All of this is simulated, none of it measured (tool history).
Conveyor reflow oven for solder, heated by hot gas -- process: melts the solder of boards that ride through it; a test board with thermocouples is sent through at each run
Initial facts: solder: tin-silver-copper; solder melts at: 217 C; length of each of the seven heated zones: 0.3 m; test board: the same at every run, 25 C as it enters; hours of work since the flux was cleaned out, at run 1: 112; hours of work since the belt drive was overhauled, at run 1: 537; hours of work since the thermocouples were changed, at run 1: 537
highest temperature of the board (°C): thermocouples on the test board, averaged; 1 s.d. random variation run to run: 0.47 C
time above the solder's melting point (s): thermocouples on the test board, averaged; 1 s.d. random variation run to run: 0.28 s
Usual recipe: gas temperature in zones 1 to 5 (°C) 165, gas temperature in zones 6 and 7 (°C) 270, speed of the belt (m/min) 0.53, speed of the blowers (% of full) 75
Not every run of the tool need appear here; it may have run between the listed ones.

| run | hour | gas temperature in zones 1 to 5 (°C) | gas temperature in zones 6 and 7 (°C) | speed of the belt (m/min) | speed of the blowers (% of full) | hours of work since the flux was cleaned out | hours of work since the belt drive was overhauled | hours of work since the thermocouples were changed | highest temperature of the board (°C) | time above the solder's melting point (s) |
|---|---|---|---|---|---|---|---|---|---|---|
| 1 | 0 | 165 | 270 | 0.53 | 75 | 112 | 537 | 537 | 253.9 | 49.7 |
| 2 | 32.8 | 165 | 270 | 0.53 | 75 | 135 | 561 | 561 | 253.2 | 49.9 |
| 3 | 64 | 154 | 270 | 0.53 | 75 | 157 | 583 | 583 | 251.2 | 45.5 |
| 4 | 99 | 154 | 270 | 0.53 | 75 | 182 | 608 | 608 | 250.8 | 45.4 |
| 5 | 158.3 | 154 | 270 | 0.53 | 75 | 225 | 650 | 650 | 250.3 | 44.9 |
| 6 | 218.5 | 154 | 270 | 0.53 | 75 | 268 | 693 | 693 | 250.3 | 44.7 |
| 7 | 248.5 | 154 | 270 | 0.53 | 75 | 289 | 714 | 714 | 250.4 | 44.5 |
| 8 | 304.4 | 154 | 270 | 0.53 | 75 | 329 | 754 | 754 | 248.6 | 43.9 |
| 9 | 335.5 | 151 | 270 | 0.53 | 75 | 351 | 776 | 776 | 249 | 42.5 |
|  | 385 | flux residue cleaned out of gas plates and filters |
| 10 | 385 | 151 | 270 | 0.579 | 75 | 0 | 808 | 808 | 242.1 | 33.1 |
| 11 | 433.4 | 151 | 270 | 0.579 | 75 | 34 | 843 | 843 | 241.3 | 32.4 |
| 12 | 481.4 | 151 | 270 | 0.579 | 75 | 69 | 877 | 877 | 241 | 32.1 |
| 13 | 532.9 | 151 | 270 | 0.579 | 75 | 105 | 913 | 913 | 240.8 | 32 |
| 14 | 586.7 | 151 | 270 | 0.579 | 75 | 144 | 952 | 952 | 239.5 | 31.3 |
| 15 | 644.2 | 151 | 270 | 0.579 | 75 | 185 | 993 | 993 | 239.9 | 31.2 |
| 16 | 677.8 | 151 | 284 | 0.579 | 55 | 209 | 1017 | 1017 | 244.5 | 34.2 |
|  | 687.4 | flux residue cleaned out of gas plates and filters, once more |
| 17 | 735.2 | 161 | 270 | 0.53 | 77 | 34 | 1054 | 1054 | 252.4 | 48.8 |
| 18 | 777.9 | 161 | 270 | 0.53 | 77 | 65 | 1085 | 1085 | 251.9 | 48.5 |
| 19 | 808.8 | 165 | 270 | 0.53 | 50 | 87 | 1107 | 1107 | 245.4 | 42.6 |
| 20 | 864.2 | 165 | 270 | 0.53 | 50 | 126 | 1146 | 1146 | 244.3 | 41.5 |
| 21 | 901.4 | 165 | 270 | 0.53 | 50 | 153 | 1173 | 1173 | 243.5 | 42 |
|  | 927 | thermocouples of zones 6 and 7 changed |
| 22 | 951 | 165 | 270 | 0.53 | 50 | 187 | 1207 | 17 | 247.4 | 44.9 |
|  | 960.6 | belt drive overhauled, speed set with a stopwatch |
| 23 | 992.8 | 162 | 260 | 0.553 | 50 | 213 | 23 | 44 | 236.5 | 30.5 |
| 24 | 1054.3 | 162 | 260 | 0.553 | 50 | 257 | 67 | 88 | 235.9 | 29.9 |
| 25 | 1099.7 | 164 | 283 | 0.425 | 56 | 290 | 99 | 120 | 267.4 | 70.9 |
| 26 | 1129.6 | 164 | 283 | 0.425 | 56 | 311 | 120 | 142 | 268.4 | 71.6 |
| 27 | 1176.3 | 164 | 283 | 0.425 | 56 | 344 | 154 | 175 | 267 | 71.3 |
|  | 1231.8 | flux residue cleaned out of gas plates and filters |
| 28 | 1235.1 | 165 | 268 | 0.561 | 75 | 2 | 192 | 213 | 252.1 | 45.6 |
| 29 | 1264.3 | 165 | 268 | 0.561 | 75 | 23 | 213 | 234 | 251.9 | 45.3 |
| 30 | 1318.2 | 172 | 282 | 0.561 | 75 | 62 | 251 | 272 | 264.3 | 54.5 |

Here are 4 independent what-if runs from the current tool condition. What would each one return?
| A | 1355.8 | 165 | 280 | 0.572 | 75 | 88 | 278 | 299 | ? | ? |
| B | 1355.8 | 176 | 262 | 0.561 | 75 | 88 | 278 | 299 | ? | ? |
| C | 1355.8 | 172 | 282 | 0.561 | 55 | 88 | 278 | 299 | ? | ? |
| D | 1355.8 | 165 | 268 | 0.445 | 90 | 88 | 278 | 299 | ? | ? |

| run | highest temperature of the board (°C) | time above the solder's melting point (s) |
|---|---|---|
| A | 260.6 | 48.9 |
| B | 246.9 | 45.6 |
| C | 258.5 | 50.6 |
| D | 259.1 | 65.3 |
Had the tool no hidden state, the same runs would have come out as:
| run | highest temperature of the board (°C) | time above the solder's melting point (s) |
|---|---|---|
| A | 262.3 | 49.6 |
| B | 248.5 | 46.6 |
| C | 260 | 51.2 |
| D | 260.6 | 66 |
